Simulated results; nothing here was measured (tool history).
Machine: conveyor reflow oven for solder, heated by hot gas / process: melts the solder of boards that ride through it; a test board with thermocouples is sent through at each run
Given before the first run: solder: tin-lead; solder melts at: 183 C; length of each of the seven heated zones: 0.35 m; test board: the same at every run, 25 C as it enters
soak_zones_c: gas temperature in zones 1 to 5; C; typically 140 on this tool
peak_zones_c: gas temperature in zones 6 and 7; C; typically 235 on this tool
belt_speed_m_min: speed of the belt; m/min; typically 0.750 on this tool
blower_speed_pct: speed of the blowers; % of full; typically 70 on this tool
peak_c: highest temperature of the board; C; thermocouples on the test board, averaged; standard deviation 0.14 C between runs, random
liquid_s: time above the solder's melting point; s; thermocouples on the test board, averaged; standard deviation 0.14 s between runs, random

run 1 hour=0.0 | soak_zones_c=140 peak_zones_c=235 belt_speed_m_min=0.750 blower_speed_pct=70 | peak_c=213.5 liquid_s=39.4
run 2 hour=47.6 | soak_zones_c=140 peak_zones_c=235 belt_speed_m_min=0.750 blower_speed_pct=70 | peak_c=213.4 liquid_s=39.2
run 3 hour=107.6 | soak_zones_c=140 peak_zones_c=235 belt_speed_m_min=0.750 blower_speed_pct=70 | peak_c=213.7 liquid_s=39.5
run 4 hour=165.5 | soak_zones_c=140 peak_zones_c=235 belt_speed_m_min=0.750 blower_speed_pct=70 | peak_c=213.7 liquid_s=39.4
run 5 hour=204.2 | soak_zones_c=140 peak_zones_c=235 belt_speed_m_min=0.682 blower_speed_pct=70 | peak_c=216.6 liquid_s=46.2
run 6 hour=254.9 | soak_zones_c=140 peak_zones_c=235 belt_speed_m_min=0.682 blower_speed_pct=70 | peak_c=216.7 liquid_s=46.0
run 7 hour=319.3 | soak_zones_c=140 peak_zones_c=235 belt_speed_m_min=0.682 blower_speed_pct=70 | peak_c=216.8 liquid_s=46.0
run 8 hour=392.8 | soak_zones_c=140 peak_zones_c=235 belt_speed_m_min=0.682 blower_speed_pct=70 | peak_c=216.6 liquid_s=46.2
run 9 hour=463.1 | soak_zones_c=140 peak_zones_c=235 belt_speed_m_min=0.682 blower_speed_pct=70 | peak_c=216.6 liquid_s=45.8
run 10 hour=512.0 | soak_zones_c=140 peak_zones_c=235 belt_speed_m_min=0.682 blower_speed_pct=70 | peak_c=216.7 liquid_s=46.4
run 11 hour=579.5 | soak_zones_c=140 peak_zones_c=235 belt_speed_m_min=0.750 blower_speed_pct=54 | peak_c=208.4 liquid_s=34.8
run 12 hour=666.1 | soak_zones_c=140 peak_zones_c=235 belt_speed_m_min=0.750 blower_speed_pct=54 | peak_c=208.4 liquid_s=34.9
run 13 hour=714.0 | soak_zones_c=140 peak_zones_c=235 belt_speed_m_min=0.750 blower_speed_pct=54 | peak_c=208.4 liquid_s=35.1
run 14 hour=764.8 | soak_zones_c=140 peak_zones_c=235 belt_speed_m_min=0.750 blower_speed_pct=70 | peak_c=213.2 liquid_s=39.1
run 15 hour=805.5 | soak_zones_c=140 peak_zones_c=235 belt_speed_m_min=0.769 blower_speed_pct=70 | peak_c=212.8 liquid_s=37.5
run 16 hour=861.2 | soak_zones_c=140 peak_zones_c=235 belt_speed_m_min=0.769 blower_speed_pct=70 | peak_c=212.8 liquid_s=37.7
run 17 hour=900.3 | soak_zones_c=134 peak_zones_c=238 belt_speed_m_min=0.808 blower_speed_pct=85 | peak_c=215.5 liquid_s=36.4
run 18 hour=968.5 | soak_zones_c=149 peak_zones_c=240 belt_speed_m_min=0.655 blower_speed_pct=65 | peak_c=222.7 liquid_s=54.4
run 19 hour=1019.6 | soak_zones_c=149 peak_zones_c=240 belt_speed_m_min=0.655 blower_speed_pct=65 | peak_c=222.8 liquid_s=54.6
run 20 hour=1066.9 | soak_zones_c=149 peak_zones_c=240 belt_speed_m_min=0.655 blower_speed_pct=65 | peak_c=222.6 liquid_s=54.4
run 21 hour=1128.9 | soak_zones_c=153 peak_zones_c=234 belt_speed_m_min=0.750 blower_speed_pct=70 | peak_c=215.6 liquid_s=44.7
run 22 hour=1173.6 | soak_zones_c=144 peak_zones_c=235 belt_speed_m_min=0.734 blower_speed_pct=68 | peak_c=214.6 liquid_s=42.0
run 23 hour=1262.1 | soak_zones_c=133 peak_zones_c=235 belt_speed_m_min=0.750 blower_speed_pct=70 | peak_c=211.9 liquid_s=36.3
run 24 hour=1338.4 | soak_zones_c=130 peak_zones_c=235 belt_speed_m_min=0.750 blower_speed_pct=80 | peak_c=214.3 liquid_s=37.5
run 25 hour=1419.6 | soak_zones_c=130 peak_zones_c=235 belt_speed_m_min=0.750 blower_speed_pct=80 | peak_c=213.8 liquid_s=37.4
run 26 hour=1475.5 | soak_zones_c=145 peak_zones_c=235 belt_speed_m_min=0.833 blower_speed_pct=60 | peak_c=207.5 liquid_s=31.6
run 27 hour=1530.5 | soak_zones_c=140 peak_zones_c=245 belt_speed_m_min=0.750 blower_speed_pct=55 | peak_c=216.7 liquid_s=40.6
run 28 hour=1601.4 | soak_zones_c=151 peak_zones_c=245 belt_speed_m_min=0.750 blower_speed_pct=74 | peak_c=224.9 liquid_s=49.2
run 29 hour=1641.5 | soak_zones_c=146 peak_zones_c=245 belt_speed_m_min=0.632 blower_speed_pct=74 | peak_c=229.7 liquid_s=59.5
run 30 hour=1723.9 | soak_zones_c=140 peak_zones_c=228 belt_speed_m_min=0.750 blower_speed_pct=70 | peak_c=207.7 liquid_s=35.3

Withheld: 5 entries from between the runs. Position of each, and hidden state at the listed run before versus the listed run after:
Logged between run 5 and run 6: thermocouples of zones 6 and 7 changed (hour 224.5)
  heat that the gas passes to the board, % of a clean oven's: 99.9 -> 99.8; true gas temperature in zones 6 and 7 over the reading, C: 0.03 -> 0.02
Logged between run 11 and run 12: flux residue cleaned out of gas plates and filters (hour 610.8)
  heat that the gas passes to the board, % of a clean oven's: 99.7 -> 100; belt's true speed, % of the reading: 99.93 -> 99.92; true gas temperature in zones 6 and 7 over the reading, C: 0.03 -> 0.04
Logged between run 22 and run 23: flux residue cleaned out of gas plates and filters (hour 1217.6); thermocouples of zones 6 and 7 changed (hour 1237.1)
  heat that the gas passes to the board, % of a clean oven's: 99.7 -> 100; true gas temperature in zones 6 and 7 over the reading, C: 0.05 -> 0.01
Logged between run 24 and run 25: belt drive overhauled, speed set with a stopwatch (hour 1388.1)
  belt's true speed, % of the reading: 99.9 -> 100
